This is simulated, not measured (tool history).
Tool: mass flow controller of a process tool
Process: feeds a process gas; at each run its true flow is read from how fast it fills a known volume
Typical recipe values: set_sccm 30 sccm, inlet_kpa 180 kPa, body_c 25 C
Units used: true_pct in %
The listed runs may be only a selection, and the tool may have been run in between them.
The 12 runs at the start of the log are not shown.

run    hour  set_sccm  inlet_kpa  body_c  hours of work since the controller was set to zero  hours of work since the controller was changed  true_pct
 13  1445.2        30        228      25                                                4675                                            4675     97.66
 14  1574.5        30        180      25                                                4746                                            4746      97.5
 15  1721.4        17        180      25                                                4827                                            4827     97.22
 16  1876.4        17        180      25                                                4913                                            4913     97.17
 17  1992.9        17        180      25                                                4977                                            4977     97.25
 18  2081.4        17        180      25                                                5026                                            5026     97.17
 19  2198.8        11        180      26                                                5090                                            5090     96.93
 20  2293.6        11        180      26                                                5143                                            5143     96.86
 21  2404.2        30        235      36                                                5204                                            5204     96.91
 22  2550.9        41        235      21                                                5285                                            5285      98.5
 23  2702.5        30        252      25                                                5368                                            5368      97.8
 24  2794.1        16        180      26                                                5419                                            5419     97.09
 25  2873.6        14        150      25                                                5462                                            5462     96.99
 26  2949.4        14        150      25                                                5504                                            5504     97.04
 27  3062.1        14        150      25                                                5566                                            5566     96.99
 28  3205.9        14        150      25                                                5646                                            5646     97.04
 29  3291.8        60        257      22                                                5693                                            5693     98.94
 30  3426.3        60        226      22                                                5767                                            5767     98.71
 31  3506.4        11        279      37                                                5811                                            5811     96.36
 32  3653.7        11        279      37                                                5893                                            5893     96.31

What if the next run were any one of these 4? Each begins from the tool's condition after run 32:
  A  3780.4        11        272      30                                                5962                                            5962         ?
  B  3780.4        61        172      28                                                5962                                            5962         ?
  C  3780.4        30        209      32                                                5962                                            5962         ?
  D  3780.4        30        180      34                                                5962                                            5962         ?

run  true_pct
  A     96.81
  B     98.36
  C     97.24
  D     97.06
With no hidden state in the tool, these same runs would have given:
run  true_pct
  A     96.85
  B     98.38
  C     97.26
  D     97.08
